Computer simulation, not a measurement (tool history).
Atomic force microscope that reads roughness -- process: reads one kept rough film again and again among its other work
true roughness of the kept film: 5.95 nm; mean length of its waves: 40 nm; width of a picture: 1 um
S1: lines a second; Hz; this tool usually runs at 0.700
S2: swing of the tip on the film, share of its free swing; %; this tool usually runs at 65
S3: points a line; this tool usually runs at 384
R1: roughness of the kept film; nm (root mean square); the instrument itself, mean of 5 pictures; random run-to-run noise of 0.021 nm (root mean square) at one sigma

{"run": 1, "hour": 0.0, "S1": 0.7, "S2": 65, "S3": 384, "R1": 4.398}
{"hour": 7.2, "done": "new tip fitted"}
{"run": 2, "hour": 17.3, "S1": 0.7, "S2": 73, "S3": 384, "R1": 4.999}
{"run": 3, "hour": 35.1, "S1": 0.7, "S2": 73, "S3": 384, "R1": 4.868}
{"run": 4, "hour": 55.9, "S1": 0.7, "S2": 65, "S3": 384, "R1": 4.749}
{"run": 5, "hour": 69.5, "S1": 0.7, "S2": 65, "S3": 384, "R1": 4.619}
{"run": 6, "hour": 81.0, "S1": 0.7, "S2": 65, "S3": 384, "R1": 4.563}
{"run": 7, "hour": 92.5, "S1": 0.7, "S2": 65, "S3": 384, "R1": 4.509}
{"run": 8, "hour": 104.5, "S1": 0.7, "S2": 65, "S3": 384, "R1": 4.449}
{"run": 9, "hour": 122.5, "S1": 0.7, "S2": 65, "S3": 507, "R1": 4.32}
{"hour": 125.5, "done": "new tip fitted"}
{"run": 10, "hour": 141.8, "S1": 0.7, "S2": 65, "S3": 507, "R1": 4.988}
{"run": 11, "hour": 158.5, "S1": 0.7, "S2": 65, "S3": 507, "R1": 4.892}
{"run": 12, "hour": 184.6, "S1": 0.7, "S2": 65, "S3": 384, "R1": 4.723}
{"run": 13, "hour": 209.0, "S1": 0.7, "S2": 65, "S3": 384, "R1": 4.546}
{"run": 14, "hour": 220.0, "S1": 0.7, "S2": 65, "S3": 303, "R1": 4.491}

The next listed run, before its measurement:
{"run": 15, "hour": 241.3, "S1": 3.833, "S2": 78, "S3": 303, "R1": "?"}

Run 15 gave R1 4.044 nm (root mean square).
The same run, on a tool lacking any hidden state, would have yielded R1 4.733 nm (root mean square).
